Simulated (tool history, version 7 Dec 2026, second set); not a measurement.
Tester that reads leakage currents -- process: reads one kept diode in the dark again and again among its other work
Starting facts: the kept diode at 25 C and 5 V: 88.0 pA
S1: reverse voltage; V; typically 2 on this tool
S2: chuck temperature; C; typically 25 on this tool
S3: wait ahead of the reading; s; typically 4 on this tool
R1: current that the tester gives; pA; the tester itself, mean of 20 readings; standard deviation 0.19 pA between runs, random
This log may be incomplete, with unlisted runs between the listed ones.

run	hour	S1	S2	S3	R1
1	0	2	25	4	60.72
2	22.5	2	25	4	60.52
3	47.6	2	25	4	60.67
4	88.8	2	25	4	60.48
5	108.3	2	25	4	60.71
6	148.3	2	25	4	60.33
7	170.8	2	25	4	60.52
8	205.6	2	25	0.35	62.03
9	229.5	1.69	25	4	56.69
10	255	1.69	25	4	56.77
11	275.3	1.69	25	4	56.5
12	307.3	1.69	25	4	56.67
13	348.9	2	39	4	165.5
14	369.1	2	39	4	166.3
15	389.2	2	41	4	190.29
16	419.3	2	41	4	189.6
17	458.1	2	25	4	60.5
18	481.8	2	25	4	60.26
19	504.9	3.45	43	1.69	269.04
20	530.9	2	34	0.31	118.6
21	549.9	2	34	0.31	117.94
22	587.6	1.5	30	5.86	78.16
23	617.6	1.5	30	5.86	78.12
24	648.7	2	22	9.43	47.78
25	667.9	14.94	51	2.39	803.92
26	695.3	8.27	26	2.39	114.99
27	720.6	1.3	25	2.7	51.07
28	737.7	2	27	4	69.27
29	762	2	27	4	69.53
30	802	2	43	4.55	216.03
31	837.9	9.04	31	0.64	172.71
32	876.1	13.89	23	0.43	124.31
33	912.3	2.8	37	7.95	162.85

Each row is a separate what-if for the run after 33, all from the same tool condition, not one after another. Results?
A	940.3	6.22	23	0.47	?
B	940.3	6.62	22	7.95	?
C	940.3	2	25	8.3	?
D	940.3	3.02	42	4.03	?

run	R1
A	85.5
B	77.86
C	59.55
D	236.29
Without the tool's unlogged condition, the same runs would have read:
run	R1
A	86.51
B	78.46
C	61.74
D	246.37

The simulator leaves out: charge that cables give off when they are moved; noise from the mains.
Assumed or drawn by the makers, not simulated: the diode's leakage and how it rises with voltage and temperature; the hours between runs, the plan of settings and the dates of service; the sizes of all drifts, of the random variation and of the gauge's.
